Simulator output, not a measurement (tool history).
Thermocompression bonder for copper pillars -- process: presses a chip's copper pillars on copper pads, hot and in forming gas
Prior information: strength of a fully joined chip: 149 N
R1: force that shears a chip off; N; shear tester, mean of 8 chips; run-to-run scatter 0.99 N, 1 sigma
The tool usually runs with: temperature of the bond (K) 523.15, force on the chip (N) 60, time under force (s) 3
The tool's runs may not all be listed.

run 1 hour=0.0 | temperature_of_the_bond_(K)=523.15 force_on_the_chip_(N)=60 time_under_force_(s)=3 | R1=82.6
run 2 hour=31.0 | temperature_of_the_bond_(K)=523.15 force_on_the_chip_(N)=60 time_under_force_(s)=3 | R1=83.3
-- hour=43.3 forming gas filter changed
run 3 hour=99.1 | temperature_of_the_bond_(K)=523.15 force_on_the_chip_(N)=60 time_under_force_(s)=3 | R1=90.1
run 4 hour=139.7 | temperature_of_the_bond_(K)=523.15 force_on_the_chip_(N)=60 time_under_force_(s)=3 | R1=87.9
run 5 hour=181.0 | temperature_of_the_bond_(K)=523.15 force_on_the_chip_(N)=44 time_under_force_(s)=3 | R1=66.0
run 6 hour=249.8 | temperature_of_the_bond_(K)=523.15 force_on_the_chip_(N)=60 time_under_force_(s)=3 | R1=88.3
run 7 hour=308.4 | temperature_of_the_bond_(K)=523.15 force_on_the_chip_(N)=75 time_under_force_(s)=3 | R1=104.3
-- hour=342.2 heater calibrated with a thermocouple chip
run 8 hour=379.1 | temperature_of_the_bond_(K)=523.15 force_on_the_chip_(N)=75 time_under_force_(s)=3 | R1=103.0
run 9 hour=420.6 | temperature_of_the_bond_(K)=523.15 force_on_the_chip_(N)=60 time_under_force_(s)=7 | R1=110.5
run 10 hour=476.4 | temperature_of_the_bond_(K)=523.15 force_on_the_chip_(N)=60 time_under_force_(s)=7 | R1=110.4
run 11 hour=515.7 | temperature_of_the_bond_(K)=523.15 force_on_the_chip_(N)=54 time_under_force_(s)=7 | R1=101.3
run 12 hour=560.0 | temperature_of_the_bond_(K)=523.15 force_on_the_chip_(N)=54 time_under_force_(s)=7 | R1=102.2
run 13 hour=612.2 | temperature_of_the_bond_(K)=523.15 force_on_the_chip_(N)=41 time_under_force_(s)=3 | R1=60.6
run 14 hour=666.7 | temperature_of_the_bond_(K)=523.15 force_on_the_chip_(N)=41 time_under_force_(s)=3 | R1=60.3
-- hour=680.1 heater calibrated with a thermocouple chip, once more
-- hour=708.0 forming gas filter changed
run 15 hour=732.0 | temperature_of_the_bond_(K)=523.15 force_on_the_chip_(N)=60 time_under_force_(s)=3 | R1=89.1
run 16 hour=765.4 | temperature_of_the_bond_(K)=523.15 force_on_the_chip_(N)=60 time_under_force_(s)=3 | R1=88.7
run 17 hour=838.0 | temperature_of_the_bond_(K)=550.15 force_on_the_chip_(N)=60 time_under_force_(s)=3 | R1=109.6
run 18 hour=902.9 | temperature_of_the_bond_(K)=550.15 force_on_the_chip_(N)=46 time_under_force_(s)=3 | R1=89.7
run 19 hour=938.3 | temperature_of_the_bond_(K)=550.15 force_on_the_chip_(N)=46 time_under_force_(s)=3 | R1=90.9
run 20 hour=1010.2 | temperature_of_the_bond_(K)=544.15 force_on_the_chip_(N)=44 time_under_force_(s)=3 | R1=83.4
run 21 hour=1054.1 | temperature_of_the_bond_(K)=546.15 force_on_the_chip_(N)=40 time_under_force_(s)=6 | R1=95.0
run 22 hour=1084.8 | temperature_of_the_bond_(K)=546.15 force_on_the_chip_(N)=40 time_under_force_(s)=6 | R1=97.1
run 23 hour=1156.7 | temperature_of_the_bond_(K)=520.15 force_on_the_chip_(N)=62 time_under_force_(s)=3 | R1=84.4
run 24 hour=1203.9 | temperature_of_the_bond_(K)=550.15 force_on_the_chip_(N)=82 time_under_force_(s)=3 | R1=127.8
run 25 hour=1261.0 | temperature_of_the_bond_(K)=511.15 force_on_the_chip_(N)=56 time_under_force_(s)=2 | R1=60.8

Run 26, settings as shown, results not yet in. Your forecast:
run 26 hour=1291.8 | temperature_of_the_bond_(K)=499.15 force_on_the_chip_(N)=39 time_under_force_(s)=5 | R1=?

{"run 26": {"R1": 50.0}}
Were there no unlogged condition in the tool, this run, its random variation unchanged, would have produced R1 48.3 N.
